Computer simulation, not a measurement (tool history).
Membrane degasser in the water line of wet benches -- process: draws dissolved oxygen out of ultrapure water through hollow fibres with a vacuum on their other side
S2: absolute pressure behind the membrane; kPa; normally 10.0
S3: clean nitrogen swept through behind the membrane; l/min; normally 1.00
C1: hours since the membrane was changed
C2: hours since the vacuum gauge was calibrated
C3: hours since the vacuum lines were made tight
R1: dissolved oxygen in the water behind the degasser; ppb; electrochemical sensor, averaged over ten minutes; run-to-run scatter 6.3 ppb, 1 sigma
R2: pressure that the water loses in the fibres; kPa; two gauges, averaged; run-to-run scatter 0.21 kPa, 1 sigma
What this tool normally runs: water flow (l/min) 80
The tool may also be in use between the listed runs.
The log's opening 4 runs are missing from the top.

Run 5, hour 441.4: usual settings; C1 6049; C2 4175; C3 1665. Result: R1 909.3 ppb, R2 56.69 kPa.
Run 6, hour 556.7: usual settings; C1 6165; C2 4290; C3 1780. Result: R1 905.9 ppb, R2 56.94 kPa.
Run 7, hour 644.3: usual settings but S3 2.60 l/min; C1 6252; C2 4378; C3 1868. Result: R1 477.8 ppb, R2 56.91 kPa.
Run 8, hour 768.6: usual settings but water flow (l/min) 49, S3 2.60 l/min; C1 6376; C2 4502; C3 1992. Result: R1 293.1 ppb, R2 34.88 kPa.
Run 9, hour 879.2: usual settings; C1 6487; C2 4612; C3 2103. Result: R1 901.3 ppb, R2 57.29 kPa.
Run 10, hour 961.9: usual settings but S3 0.46 l/min; C1 6570; C2 4695; C3 2185. Result: R1 1372.3 ppb, R2 56.76 kPa.
Run 11, hour 1031.7: usual settings but S3 0.46 l/min; C1 6640; C2 4765; C3 2255. Result: R1 1361.6 ppb, R2 56.87 kPa.
Run 12, hour 1089.5: usual settings; C1 6697; C2 4823; C3 2313. Result: R1 903.2 ppb, R2 57.21 kPa.
At hour 1206.8: vacuum gauge calibrated.
Run 13, hour 1216.5: usual settings; C1 6824; C2 10; C3 2440. Result: R1 929.4 ppb, R2 57.57 kPa.
Run 14, hour 1332.8: usual settings; C1 6940; C2 126; C3 2556. Result: R1 927.0 ppb, R2 57.20 kPa.
Run 15, hour 1392.1: usual settings; C1 7000; C2 185; C3 2615. Result: R1 933.3 ppb, R2 57.65 kPa.
Run 16, hour 1481.7: usual settings; C1 7089; C2 275; C3 2705. Result: R1 917.6 ppb, R2 57.63 kPa.
Run 17, hour 1577.7: usual settings but S2 24.1 kPa; C1 7185; C2 371; C3 2801. Result: R1 2276.7 ppb, R2 57.24 kPa.
Run 18, hour 1660.9: usual settings but S2 24.1 kPa; C1 7268; C2 454; C3 2884. Result: R1 2278.0 ppb, R2 57.32 kPa.
Run 19, hour 1756.3: usual settings but water flow (l/min) 127, S2 9.2 kPa, S3 1.09 l/min; C1 7364; C2 550; C3 2979. Result: R1 1231.9 ppb, R2 92.24 kPa.
At hour 1822.2: vacuum gauge calibrated, once more.
Run 20, hour 1858.0: usual settings but water flow (l/min) 127, S2 9.2 kPa, S3 1.09 l/min; C1 7465; C2 36; C3 3081. Result: R1 1194.0 ppb, R2 91.72 kPa.
Run 21, hour 1921.3: usual settings but water flow (l/min) 66, S2 6.6 kPa, S3 0.58 l/min; C1 7528; C2 99; C3 3144. Result: R1 565.4 ppb, R2 47.93 kPa.
Run 22, hour 2050.6: usual settings but water flow (l/min) 62, S2 23.1 kPa, S3 0.58 l/min; C1 7658; C2 228; C3 3273. Result: R1 2521.7 ppb, R2 45.22 kPa.
Run 23, hour 2146.5: usual settings but water flow (l/min) 62, S2 15.9 kPa, S3 0.58 l/min; C1 7753; C2 324; C3 3369. Result: R1 1758.0 ppb, R2 45.20 kPa.
Run 24, hour 2227.0: usual settings but water flow (l/min) 62, S2 11.5 kPa, S3 0.58 l/min; C1 7834; C2 405; C3 3450. Result: R1 1199.0 ppb, R2 45.35 kPa.
Run 25, hour 2357.8: usual settings but S3 1.35 l/min; C1 7965; C2 536; C3 3580. Result: R1 751.8 ppb, R2 58.40 kPa.
Run 26, hour 2439.6: usual settings but water flow (l/min) 122, S2 18.4 kPa; C1 8046; C2 617; C3 3662. Result: R1 2361.4 ppb, R2 89.69 kPa.
Run 27, hour 2509.9: usual settings but water flow (l/min) 122, S2 18.4 kPa; C1 8117; C2 688; C3 3733. Result: R1 2354.6 ppb, R2 89.79 kPa.
Run 28, hour 2627.3: usual settings but water flow (l/min) 57, S2 22.2 kPa, S3 0.40 l/min; C1 8234; C2 805; C3 3850. Result: R1 2793.5 ppb, R2 42.07 kPa.
At hour 2662.0: membrane cartridge changed.
Run 29, hour 2775.1: usual settings but water flow (l/min) 98, S2 16.5 kPa, S3 0.71 l/min; C1 113; C2 949; C3 3994. Result: R1 2110.7 ppb, R2 62.57 kPa.

Run 30, settings as shown, results not yet in. Your forecast:
Run 30, hour 2914.7: usual settings but water flow (l/min) 57, S2 6.1 kPa, S3 1.15 l/min; C1 253; C2 1088; C3 4133. Result: R1 ?, R2 ?.

R1: 277.3 ppb
R2: 36.50 kPa
Take away the tool's hidden state, keep the run-to-run variation as it was, and the same run would have given R1 269.5 ppb, R2 36.35 kPa.

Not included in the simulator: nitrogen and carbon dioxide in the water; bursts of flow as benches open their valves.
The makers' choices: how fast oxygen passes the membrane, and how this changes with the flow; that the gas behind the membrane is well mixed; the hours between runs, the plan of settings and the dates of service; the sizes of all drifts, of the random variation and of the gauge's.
